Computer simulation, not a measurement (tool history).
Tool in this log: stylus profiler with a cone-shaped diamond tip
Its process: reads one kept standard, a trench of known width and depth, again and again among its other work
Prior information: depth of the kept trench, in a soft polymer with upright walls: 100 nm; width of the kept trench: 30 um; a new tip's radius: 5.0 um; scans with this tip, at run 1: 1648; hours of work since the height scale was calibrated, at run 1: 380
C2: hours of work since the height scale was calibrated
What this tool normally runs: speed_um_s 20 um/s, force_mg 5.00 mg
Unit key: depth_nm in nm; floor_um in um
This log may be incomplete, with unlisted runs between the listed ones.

run 1 hour=0.0 | speed_um_s=20 force_mg=5.00 | scans_with_this_tip=1648 C2=380 | depth_nm=101.68 floor_um=27.89
run 2 hour=13.2 | speed_um_s=20 force_mg=5.00 | scans_with_this_tip=1693 C2=391 | depth_nm=101.58 floor_um=27.94
run 3 hour=31.2 | speed_um_s=20 force_mg=5.00 | scans_with_this_tip=1754 C2=405 | depth_nm=101.44 floor_um=27.91
run 4 hour=41.9 | speed_um_s=20 force_mg=5.00 | scans_with_this_tip=1791 C2=413 | depth_nm=101.64 floor_um=27.87
run 5 hour=51.2 | speed_um_s=20 force_mg=5.00 | scans_with_this_tip=1822 C2=421 | depth_nm=101.49 floor_um=27.94
run 6 hour=69.7 | speed_um_s=20 force_mg=5.00 | scans_with_this_tip=1886 C2=435 | depth_nm=101.55 floor_um=27.96
run 7 hour=78.5 | speed_um_s=20 force_mg=5.00 | scans_with_this_tip=1915 C2=442 | depth_nm=101.36 floor_um=27.90
run 8 hour=96.0 | speed_um_s=20 force_mg=5.00 | scans_with_this_tip=1975 C2=456 | depth_nm=101.59 floor_um=27.87
run 9 hour=104.7 | speed_um_s=20 force_mg=5.00 | scans_with_this_tip=2005 C2=463 | depth_nm=101.53 floor_um=27.93
run 10 hour=124.0 | speed_um_s=5 force_mg=5.00 | scans_with_this_tip=2070 C2=478 | depth_nm=101.47 floor_um=27.92
run 11 hour=135.0 | speed_um_s=5 force_mg=5.00 | scans_with_this_tip=2108 C2=487 | depth_nm=101.42 floor_um=27.93
run 12 hour=144.5 | speed_um_s=5 force_mg=5.00 | scans_with_this_tip=2140 C2=494 | depth_nm=101.35 floor_um=28.00
run 13 hour=162.4 | speed_um_s=8 force_mg=5.00 | scans_with_this_tip=2201 C2=508 | depth_nm=101.49 floor_um=27.92
run 14 hour=173.9 | speed_um_s=8 force_mg=5.00 | scans_with_this_tip=2240 C2=517 | depth_nm=101.65 floor_um=27.96
run 15 hour=185.6 | speed_um_s=8 force_mg=5.00 | scans_with_this_tip=2280 C2=526 | depth_nm=101.51 floor_um=27.93
run 16 hour=204.0 | speed_um_s=8 force_mg=5.00 | scans_with_this_tip=2343 C2=541 | depth_nm=101.54 floor_um=27.91
run 17 hour=221.5 | speed_um_s=8 force_mg=5.00 | scans_with_this_tip=2402 C2=555 | depth_nm=101.41 floor_um=27.92
run 18 hour=230.7 | speed_um_s=8 force_mg=5.00 | scans_with_this_tip=2434 C2=562 | depth_nm=101.43 floor_um=27.96
run 19 hour=244.4 | speed_um_s=8 force_mg=5.00 | scans_with_this_tip=2480 C2=573 | depth_nm=101.63 floor_um=27.96
run 20 hour=252.9 | speed_um_s=12 force_mg=3.10 | scans_with_this_tip=2509 C2=579 | depth_nm=100.87 floor_um=27.88
run 21 hour=271.7 | speed_um_s=20 force_mg=2.98 | scans_with_this_tip=2573 C2=594 | depth_nm=100.85 floor_um=27.89
run 22 hour=289.8 | speed_um_s=13 force_mg=7.87 | scans_with_this_tip=2635 C2=608 | depth_nm=102.20 floor_um=27.90
run 23 hour=310.8 | speed_um_s=13 force_mg=7.87 | scans_with_this_tip=2706 C2=625 | depth_nm=102.25 floor_um=27.94

3 options for the next run, each taken on its own from the tool as it stands now. Forecast them:
run A hour=321.6 | speed_um_s=21 force_mg=6.91 | scans_with_this_tip=2743 C2=633 | depth_nm=? floor_um=?
run B hour=321.6 | speed_um_s=13 force_mg=4.12 | scans_with_this_tip=2743 C2=633 | depth_nm=? floor_um=?
run C hour=321.6 | speed_um_s=71 force_mg=7.87 | scans_with_this_tip=2743 C2=633 | depth_nm=? floor_um=?

run=A depth_nm=101.89 floor_um=27.86
run=B depth_nm=101.34 floor_um=27.90
run=C depth_nm=101.97 floor_um=27.75
Stripped of hidden state, with their random variation kept, the same runs would have yielded:
run=A depth_nm=102.22 floor_um=27.94
run=B depth_nm=101.66 floor_um=27.98
run=C depth_nm=102.30 floor_um=27.83
